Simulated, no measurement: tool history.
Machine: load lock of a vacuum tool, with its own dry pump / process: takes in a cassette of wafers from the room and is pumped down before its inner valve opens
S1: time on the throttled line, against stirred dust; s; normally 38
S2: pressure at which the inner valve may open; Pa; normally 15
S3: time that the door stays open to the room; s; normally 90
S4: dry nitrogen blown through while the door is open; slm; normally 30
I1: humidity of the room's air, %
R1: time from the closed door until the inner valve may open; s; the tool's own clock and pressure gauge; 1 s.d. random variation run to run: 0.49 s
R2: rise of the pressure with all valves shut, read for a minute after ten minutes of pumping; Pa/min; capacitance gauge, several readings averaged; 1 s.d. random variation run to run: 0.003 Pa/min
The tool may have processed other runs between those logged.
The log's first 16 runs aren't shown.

run,hour,S1,S2,S3,S4,I1,R1,R2
17,4096.6,38,28,90,30,41.9,62.9,0.400
18,4404.5,38,15,90,30,43.2,65.4,0.433
19,4575.5,38,15,90,30,44.3,66.2,0.438
20,4845.3,38,16,90,9,47.9,64.7,0.479
# hour 4909.5: door's seal changed, seat wiped
21,5143.9,38,16,90,9,43.8,65.7,0.053
22,5441.7,73,16,34,23,43.0,92.1,0.032
23,5778.5,73,16,34,23,46.7,92.4,0.042
24,6083.9,73,16,84,15,43.6,90.8,0.064
25,6431.0,38,15,90,21,45.7,66.1,0.072
26,6696.2,65,26,82,28,44.1,84.9,0.074
27,6934.0,65,26,82,28,44.5,83.7,0.083
28,7197.2,30,25,130,13,44.8,59.1,0.114
29,7490.1,45,25,94,13,43.1,69.6,0.111
30,7856.2,45,25,94,13,44.5,70.3,0.135
31,8198.1,38,13,90,13,47.1,67.0,0.144
32,8418.1,21,15,90,15,47.4,53.9,0.145
33,8577.3,21,15,90,15,42.9,54.5,0.158
34,8913.6,27,20,169,8,43.0,57.4,0.191
35,9123.1,20,26,169,30,47.1,50.6,0.190
36,9354.6,20,26,169,30,43.7,50.9,0.202

Consider 5 possible next runs. They are alternatives, not a sequence: every one starts from the tool as it was left by run 36. What does each give?
A,9601.0,48,26,169,30,45.7,?,?
B,9601.0,20,23,169,30,44.8,?,?
C,9601.0,24,15,37,30,47.7,?,?
D,9601.0,20,26,169,8,44.1,?,?
E,9601.0,20,25,126,30,42.9,?,?

run,R1,R2
A,71.9,0.207
B,51.8,0.216
C,56.5,0.192
D,50.7,0.232
E,50.6,0.208
What these runs would have given with no unlogged condition in the tool:
run,R1,R2
A,69.7,0.041
B,48.9,0.043
C,53.4,0.025
D,47.9,0.062
E,47.7,0.038
